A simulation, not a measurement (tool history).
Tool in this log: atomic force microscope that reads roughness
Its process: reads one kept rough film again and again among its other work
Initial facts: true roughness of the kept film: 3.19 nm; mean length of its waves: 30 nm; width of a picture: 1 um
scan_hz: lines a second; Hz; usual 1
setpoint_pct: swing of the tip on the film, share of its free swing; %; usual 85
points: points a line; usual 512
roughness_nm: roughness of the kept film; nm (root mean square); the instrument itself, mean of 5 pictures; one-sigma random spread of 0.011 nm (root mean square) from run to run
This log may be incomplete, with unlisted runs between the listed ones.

run,hour,scan_hz,setpoint_pct,points,roughness_nm
1,0,1,85,512,2.463
2,51.6,1,85,512,2.46
3,83.2,1,85,372,2.434
4,114.9,1,85,372,2.447
5,174.4,1,85,372,2.458
6,209,1,85,372,2.451
7,250.4,1,85,372,2.438
8,318.9,1,85,372,2.446
9,356.6,3.42,85,372,1.903
10,395.6,3.42,85,372,1.891
11,425.6,3.42,85,372,1.896
12,470.4,3.42,85,341,1.896
13,538.6,3.42,85,341,1.885
14,600.9,1,85,512,2.444
15,670.6,1,85,512,2.426
16,734.2,2.28,85,512,2.119
17,803.3,1,66,512,2.646
18,836.8,1,79,512,2.523
19,877.4,1,85,431,2.46
20,914.8,1,85,431,2.444
21,946.2,1,85,431,2.446
22,1008.2,1,85,512,2.428
23,1059.9,0.79,85,817,2.529
24,1092.9,0.79,85,817,2.513
25,1166.5,0.79,85,817,2.54
26,1215.5,0.96,81,311,2.488
27,1279.6,1.42,64,788,2.624
28,1350.9,1,72,512,2.598
29,1392.9,1.22,63,512,2.655
30,1434.6,3.61,63,724,2.465
31,1475,3.61,83,724,1.926
32,1544.6,3.61,83,724,1.939
33,1590.8,0.8,85,404,2.501
34,1627.5,0.8,85,404,2.508
35,1676.5,1.66,59,512,2.632
36,1719.6,1.66,59,512,2.649
37,1791.1,1.66,59,512,2.652
38,1840.3,2.47,85,512,2.091
39,1880.2,2.45,85,512,2.089
40,1953.2,2.45,85,512,2.097
41,2024.6,3.43,63,353,2.436
42,2079.3,1,76,291,2.541
43,2120.4,1,85,656,2.443
44,2151.3,0.6,62,1001,2.706

Not shown: 25 entries that the log had between the listed runs. Between which runs, and how does the tool's hidden state differ before and after?
After run 2, before run 3: new tip fitted (hour 83.2)
  radius of the tip, nm: 10.2 -> 10
After run 4, before run 5: new tip fitted (hour 170.6)
  radius of the tip, nm: 10.1 -> 10
After run 7, before run 8: new tip fitted (hour 257)
  the hidden state is the same at both runs
After run 8, before run 9: new tip fitted (hour 343.7)
  radius of the tip, nm: 10.2 -> 10
After run 11, before run 12: new tip fitted (hour 431.8)
  radius of the tip, nm: 10.3 -> 10.1
After run 12, before run 13: new tip fitted (hour 520.6)
  the hidden state is the same at both runs
After run 14, before run 15: new tip fitted (hour 608.1)
  radius of the tip, nm: 10.3 -> 10.2
After run 15, before run 16: new tip fitted (hour 694.4)
  radius of the tip, nm: 10.2 -> 10.1
After run 16, before run 17: new tip fitted (hour 781.3); height scale calibrated on a step standard (hour 797.5)
  height scale over the true one, %: 0.02 -> 0
After run 18, before run 19: new tip fitted (hour 871.5)
  radius of the tip, nm: 10.2 -> 10
After run 21, before run 22: new tip fitted (hour 958.6)
  radius of the tip, nm: 10.2 -> 10.1
After run 22, before run 23: new tip fitted (hour 1046)
  radius of the tip, nm: 10.1 -> 10
After run 24, before run 25: new tip fitted (hour 1134.6)
  the hidden state is the same at both runs
After run 26, before run 27: new tip fitted (hour 1219.8)
  the hidden state is the same at both runs
After run 27, before run 28: new tip fitted (hour 1307.6)
  radius of the tip, nm: 10.2 -> 10.1
After run 28, before run 29: new tip fitted (hour 1392.4)
  radius of the tip, nm: 10.1 -> 10
After run 31, before run 32: new tip fitted (hour 1480)
  radius of the tip, nm: 10.3 -> 10.2
After run 32, before run 33: new tip fitted (hour 1567.4)
  radius of the tip, nm: 10.2 -> 10.1
After run 34, before run 35: new tip fitted (hour 1654.7)
  radius of the tip, nm: 10.2 -> 10.1
After run 36, before run 37: new tip fitted (hour 1739.9)
  the hidden state is the same at both runs
After run 37, before run 38: new tip fitted (hour 1827.2)
  radius of the tip, nm: 10.2 -> 10
After run 39, before run 40: new tip fitted (hour 1915.4)
  radius of the tip, nm: 10.2 -> 10.1
After run 40, before run 41: new tip fitted (hour 2002.1)
  the hidden state is the same at both runs
After run 42, before run 43: new tip fitted (hour 2087.6)
  radius of the tip, nm: 10.2 -> 10.1
